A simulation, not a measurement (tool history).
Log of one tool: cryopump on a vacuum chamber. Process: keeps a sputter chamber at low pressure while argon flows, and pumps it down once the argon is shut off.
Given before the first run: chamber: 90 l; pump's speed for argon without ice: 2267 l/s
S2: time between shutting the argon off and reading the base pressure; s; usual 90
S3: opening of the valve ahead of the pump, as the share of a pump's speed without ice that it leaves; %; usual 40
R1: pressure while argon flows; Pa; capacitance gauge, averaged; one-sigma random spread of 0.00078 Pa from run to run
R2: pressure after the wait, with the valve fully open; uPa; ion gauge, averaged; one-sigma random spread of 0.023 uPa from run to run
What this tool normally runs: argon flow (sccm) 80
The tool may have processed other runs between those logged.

{"run": 1, "day": 0.0, "argon flow (sccm)": 80, "S2": 90, "S3": 40, "R1": 0.153, "R2": 1.48}
{"run": 2, "day": 0.6, "argon flow (sccm)": 80, "S2": 90, "S3": 40, "R1": 0.1535, "R2": 1.44}
{"run": 3, "day": 1.362, "argon flow (sccm)": 80, "S2": 131, "S3": 40, "R1": 0.1539, "R2": 1.28}
{"run": 4, "day": 2.042, "argon flow (sccm)": 68, "S2": 131, "S3": 40, "R1": 0.1306, "R2": 1.3}
{"run": 5, "day": 2.575, "argon flow (sccm)": 68, "S2": 131, "S3": 40, "R1": 0.13, "R2": 1.31}
{"run": 6, "day": 2.892, "argon flow (sccm)": 80, "S2": 90, "S3": 40, "R1": 0.1531, "R2": 1.49}
{"run": 7, "day": 3.517, "argon flow (sccm)": 80, "S2": 90, "S3": 40, "R1": 0.1547, "R2": 1.53}
{"run": 8, "day": 4.154, "argon flow (sccm)": 80, "S2": 90, "S3": 40, "R1": 0.1544, "R2": 1.56}
{"run": 9, "day": 4.858, "argon flow (sccm)": 80, "S2": 90, "S3": 40, "R1": 0.1566, "R2": 1.62}
{"run": 10, "day": 5.258, "argon flow (sccm)": 42, "S2": 90, "S3": 40, "R1": 0.0822, "R2": 1.48}
{"run": 11, "day": 5.738, "argon flow (sccm)": 80, "S2": 90, "S3": 40, "R1": 0.1536, "R2": 1.52}
{"run": 12, "day": 6.346, "argon flow (sccm)": 80, "S2": 90, "S3": 40, "R1": 0.1542, "R2": 1.54}
{"run": 13, "day": 6.671, "argon flow (sccm)": 33, "S2": 90, "S3": 40, "R1": 0.0632, "R2": 1.6}
{"run": 14, "day": 7.038, "argon flow (sccm)": 33, "S2": 90, "S3": 40, "R1": 0.0647, "R2": 1.52}
{"run": 15, "day": 7.654, "argon flow (sccm)": 80, "S2": 278, "S3": 40, "R1": 0.1563, "R2": 1.15}
{"run": 16, "day": 8.158, "argon flow (sccm)": 49, "S2": 90, "S3": 40, "R1": 0.0942, "R2": 1.59}
{"run": 17, "day": 8.479, "argon flow (sccm)": 49, "S2": 90, "S3": 40, "R1": 0.0959, "R2": 1.6}
{"run": 18, "day": 9.142, "argon flow (sccm)": 49, "S2": 90, "S3": 40, "R1": 0.0948, "R2": 1.61}
{"run": 19, "day": 9.862, "argon flow (sccm)": 76, "S2": 43, "S3": 29, "R1": 0.2014, "R2": 2.22}
{"run": 20, "day": 10.375, "argon flow (sccm)": 41, "S2": 261, "S3": 40, "R1": 0.0801, "R2": 1.2}
{"run": 21, "day": 11.0, "argon flow (sccm)": 38, "S2": 32, "S3": 55, "R1": 0.0543, "R2": 2.65}
{"run": 22, "day": 11.633, "argon flow (sccm)": 60, "S2": 212, "S3": 19, "R1": 0.2393, "R2": 1.23}
{"run": 23, "day": 12.192, "argon flow (sccm)": 35, "S2": 90, "S3": 35, "R1": 0.0787, "R2": 1.64}
{"run": 24, "day": 12.583, "argon flow (sccm)": 80, "S2": 217, "S3": 40, "R1": 0.1551, "R2": 1.3}
{"run": 25, "day": 13.308, "argon flow (sccm)": 40, "S2": 50, "S3": 26, "R1": 0.1188, "R2": 2.09}
{"run": 26, "day": 13.654, "argon flow (sccm)": 80, "S2": 49, "S3": 38, "R1": 0.1629, "R2": 2.13}
{"run": 27, "day": 14.279, "argon flow (sccm)": 50, "S2": 49, "S3": 38, "R1": 0.1023, "R2": 2.14}
{"run": 28, "day": 15.021, "argon flow (sccm)": 62, "S2": 37, "S3": 39, "R1": 0.1256, "R2": 2.57}
{"run": 29, "day": 15.6, "argon flow (sccm)": 39, "S2": 26, "S3": 60, "R1": 0.0532, "R2": 3.19}
{"run": 30, "day": 16.246, "argon flow (sccm)": 39, "S2": 39, "S3": 19, "R1": 0.1567, "R2": 2.47}
{"run": 31, "day": 16.875, "argon flow (sccm)": 39, "S2": 290, "S3": 17, "R1": 0.1743, "R2": 1.24}
{"run": 32, "day": 17.2, "argon flow (sccm)": 39, "S2": 290, "S3": 17, "R1": 0.1758, "R2": 1.25}
{"run": 33, "day": 17.546, "argon flow (sccm)": 39, "S2": 290, "S3": 17, "R1": 0.1748, "R2": 1.2}
{"run": 34, "day": 18.058, "argon flow (sccm)": 39, "S2": 290, "S3": 17, "R1": 0.1753, "R2": 1.24}

Measured result minus the same run's result without the hidden state. Both carry the same run-to-run variation, though not necessarily the same gauge scatter:
Hidden state at play: pump's speed, % of a pump's without ice; cold plate's temperature, K; leak into the chamber, uPa l/s; drift of the gauge itself on working_pa, %; drift of the gauge itself on base_upa, %.
run=1 R1=+0.0041 R2=+0.73
run=2 R1=+0.0042 R2=+0.73
run=3 R1=+0.0044 R2=+0.74
run=4 R1=+0.0039 R2=+0.74
run=5 R1=+0.0039 R2=+0.76
run=6 R1=+0.0047 R2=+0.79
run=7 R1=+0.0050 R2=+0.77
run=8 R1=+0.0051 R2=+0.80
run=9 R1=+0.0053 R2=+0.80
run=10 R1=+0.0028 R2=+0.77
run=11 R1=+0.0054 R2=+0.78
run=12 R1=+0.0056 R2=+0.79
run=13 R1=+0.0023 R2=+0.81
run=14 R1=+0.0023 R2=+0.80
run=15 R1=+0.0060 R2=+0.81
run=16 R1=+0.0037 R2=+0.83
run=17 R1=+0.0038 R2=+0.83
run=18 R1=+0.0039 R2=+0.84
run=19 R1=+0.0062 R2=+0.82
run=20 R1=+0.0033 R2=+0.84
run=21 R1=+0.0032 R2=+0.83
run=22 R1=+0.0052 R2=+0.84
run=23 R1=+0.0030 R2=+0.87
run=24 R1=+0.0072 R2=+0.89
run=25 R1=+0.0037 R2=+0.86
run=26 R1=+0.0074 R2=+0.89
run=27 R1=+0.0048 R2=+0.87
run=28 R1=+0.0060 R2=+0.91
run=29 R1=+0.0039 R2=+0.90
run=30 R1=+0.0040 R2=+0.91
run=31 R1=+0.0040 R2=+0.91
run=32 R1=+0.0041 R2=+0.92
run=33 R1=+0.0042 R2=+0.90
run=34 R1=+0.0042 R2=+0.91
